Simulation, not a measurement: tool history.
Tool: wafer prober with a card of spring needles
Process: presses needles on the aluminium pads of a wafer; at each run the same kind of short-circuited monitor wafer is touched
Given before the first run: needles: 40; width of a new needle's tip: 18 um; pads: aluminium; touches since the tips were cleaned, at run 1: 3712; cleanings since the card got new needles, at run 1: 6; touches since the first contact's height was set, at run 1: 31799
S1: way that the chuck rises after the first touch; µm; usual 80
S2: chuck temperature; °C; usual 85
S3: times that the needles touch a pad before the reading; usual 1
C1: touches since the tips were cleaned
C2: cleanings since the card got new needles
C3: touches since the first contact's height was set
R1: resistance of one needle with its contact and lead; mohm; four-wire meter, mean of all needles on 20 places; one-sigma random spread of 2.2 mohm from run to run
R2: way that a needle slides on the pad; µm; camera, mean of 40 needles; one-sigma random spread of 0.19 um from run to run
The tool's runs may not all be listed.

Run 1, hour 0: usual settings; C1 3712; C2 6; C3 31799. Result: R1 271 mohm, R2 20.26 µm.
At hour 0.9: tips cleaned on abrasive film.
At hour 9.8: tips cleaned on abrasive film.
Run 2, hour 17.3: usual settings; C1 3900; C2 8; C3 40757. Result: R1 281 mohm, R2 20.06 µm.
At hour 18.7: tips cleaned on abrasive film.
At hour 27.5: tips cleaned on abrasive film.
Run 3, hour 32.2: usual settings; C1 2435; C2 10; C3 48459. Result: R1 276 mohm, R2 20.15 µm.
At hour 37: tips cleaned on abrasive film.
At hour 45.4: tips cleaned on abrasive film.
Run 4, hour 49.5: usual settings; C1 2193; C2 12; C3 57464. Result: R1 274 mohm, R2 19.8 µm.
At hour 54.7: tips cleaned on abrasive film.
At hour 63.5: tips cleaned on abrasive film.
Run 5, hour 63.7: usual settings; C1 96; C2 14; C3 64795. Result: R1 251 mohm, R2 19.83 µm.
At hour 72.4: tips cleaned on abrasive film.
Run 6, hour 77.3: usual settings but S3 2; C1 2557; C2 15; C3 71839. Result: R1 264 mohm, R2 20.07 µm.
At hour 81.7: tips cleaned on abrasive film.
At hour 89.8: tips cleaned on abrasive film.
Run 7, hour 92.2: usual settings but S3 2; C1 1276; C2 17; C3 79590. Result: R1 262 mohm, R2 19.57 µm.
At hour 98.5: tips cleaned on abrasive film.
Run 8, hour 105.1: usual settings but S2 63 °C, S3 2; C1 3459; C2 18; C3 86278. Result: R1 261 mohm, R2 19.67 µm.
At hour 107: tips cleaned on abrasive film.
At hour 116.2: tips cleaned on abrasive film.
Run 9, hour 122.4: usual settings but S2 63 °C, S3 2; C1 3258; C2 20; C3 95232. Result: R1 262 mohm, R2 19.79 µm.
At hour 124.4: tips cleaned on abrasive film.
At hour 132.4: tips cleaned on abrasive film.
Run 10, hour 132.5: usual settings but S2 63 °C, S3 2; C1 47; C2 22; C3 100434. Result: R1 247 mohm, R2 19.66 µm.
At hour 140.6: tips cleaned on abrasive film.
Run 11, hour 147: usual settings; C1 3379; C2 23; C3 107990. Result: R1 278 mohm, R2 19.97 µm.
At hour 149.1: tips cleaned on abrasive film.
At hour 157.1: tips cleaned on abrasive film.
Run 12, hour 157.1: usual settings; C1 0; C2 25; C3 113191. Result: R1 254 mohm, R2 19.51 µm.
At hour 166.1: tips cleaned on abrasive film.
Run 13, hour 171.8: usual settings but S1 83 µm, S2 123 °C, S3 3; C1 3032; C2 26; C3 120855. Result: R1 266 mohm, R2 20.33 µm.
At hour 174.8: tips cleaned on abrasive film.
At hour 183.8: tips cleaned on abrasive film.
At hour 191.8: tips cleaned on abrasive film.
Run 14, hour 191.8: usual settings but S1 90 µm; C1 0; C2 29; C3 131162. Result: R1 251 mohm, R2 21.86 µm.
At hour 200.3: tips cleaned on abrasive film.
Run 15, hour 205.8: usual settings but S1 85 µm, S3 2; C1 2889; C2 30; C3 138434. Result: R1 265 mohm, R2 20.89 µm.
At hour 208.8: tips cleaned on abrasive film.
At hour 217.3: tips cleaned on abrasive film.
Run 16, hour 218.1: usual settings but S1 76 µm, S2 51 °C; C1 408; C2 32; C3 144786. Result: R1 251 mohm, R2 18.28 µm.
At hour 225.4: tips cleaned on abrasive film.
Run 17, hour 232.4: usual settings but S2 100 °C, S3 2; C1 3673; C2 33; C3 152239. Result: R1 272 mohm, R2 19.64 µm.

Forecast run 18:
At hour 233.5: tips cleaned on abrasive film.
At hour 241.9: tips cleaned on abrasive film.
Run 18, hour 245.2: usual settings but S2 100 °C, S3 2; C1 1703; C2 35; C3 158826. Result: R1 ?, R2 ?.

Run 18 produced R1 268 mohm, R2 19.58 µm.
Take away the tool's hidden state, keep the run-to-run variation as it was, and the same run would have given R1 253 mohm, R2 20.53 µm.
